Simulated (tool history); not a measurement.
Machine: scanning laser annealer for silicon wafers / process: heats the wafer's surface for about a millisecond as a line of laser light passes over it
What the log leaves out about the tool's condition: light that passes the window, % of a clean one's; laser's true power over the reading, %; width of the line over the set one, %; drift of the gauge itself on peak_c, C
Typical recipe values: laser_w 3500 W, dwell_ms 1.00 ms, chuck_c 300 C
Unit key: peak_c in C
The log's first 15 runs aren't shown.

run   hour  laser_w  dwell_ms  chuck_c  hours of work since the window was cleaned  hours of work since the power meter was calibrated  hours of work since the optics were aligned  peak_c
 16  112.2     3500      1.00      300                                         452                                                  83                                          368     998
 17  122.0     3500      1.00      300                                         456                                                  88                                          373     994
 18  131.0     3500      0.74      300                                         460                                                  91                                          376     903
 19  138.0     3209      1.00      300                                         463                                                  94                                          379     938
 20  142.6     3209      1.00      300                                         465                                                  96                                          381     938
 21  150.1     3355      1.00      266                                         468                                                 100                                          385     930
 22  156.2     3355      1.00      266                                         471                                                 102                                          387     931
 23  166.5     3355      1.00      266                                         475                                                 107                                          392     931
 24  175.6     3488      0.83      300                                         479                                                 111                                          396     932
 25  183.7     3488      0.99      300                                         483                                                 114                                          399     987
 26  190.7     3488      0.99      300                                         486                                                 117                                          402     986
 27  200.6     3488      0.99      300                                         490                                                 121                                          406     991
 28  211.4     3483      0.93      300                                         495                                                 126                                          411     967
 29  220.6     3483      0.93      307                                         499                                                 130                                          415     974
 30  226.2     3658      0.93      290                                         501                                                 133                                          418     989
 31  234.9     3658      0.93      290                                         505                                                 136                                          421     990
 32  245.6     3089      0.72      299                                         509                                                 141                                          426     819
 33  255.9     3498      0.81      309                                         514                                                 145                                          430     937
 34  263.5     3237      0.75      330                                         517                                                 149                                          434     885
 35  270.9     3517      1.00      300                                         520                                                 152                                          437     997
 36  279.2     3054      0.82      319                                         524                                                 155                                          440     864
 37  288.0     3371      1.00      291                                         528                                                 159                                          444     957
 38  297.2     3371      0.87      298                                         532                                                 163                                          448     921
 39  304.8     3315      0.87      284                                         535                                                 166                                          451     898
 40  314.2     3315      0.87      284                                         539                                                 170                                          455     898

Predict each of these 3 candidate next runs independently; none follows another, all start after run 40:
  A  324.9     3315      1.18      327                                         544                                                 175                                          460       ?
  B  324.9     3315      0.78      325                                         544                                                 175                                          460       ?
  C  324.9     3500      1.00      287                                         544                                                 175                                          460       ?

run  peak_c
  A    1034
  B     906
  C     976
Had the tool no hidden state, the same runs would have come out as:
run  peak_c
  A    1061
  B     928
  C    1002
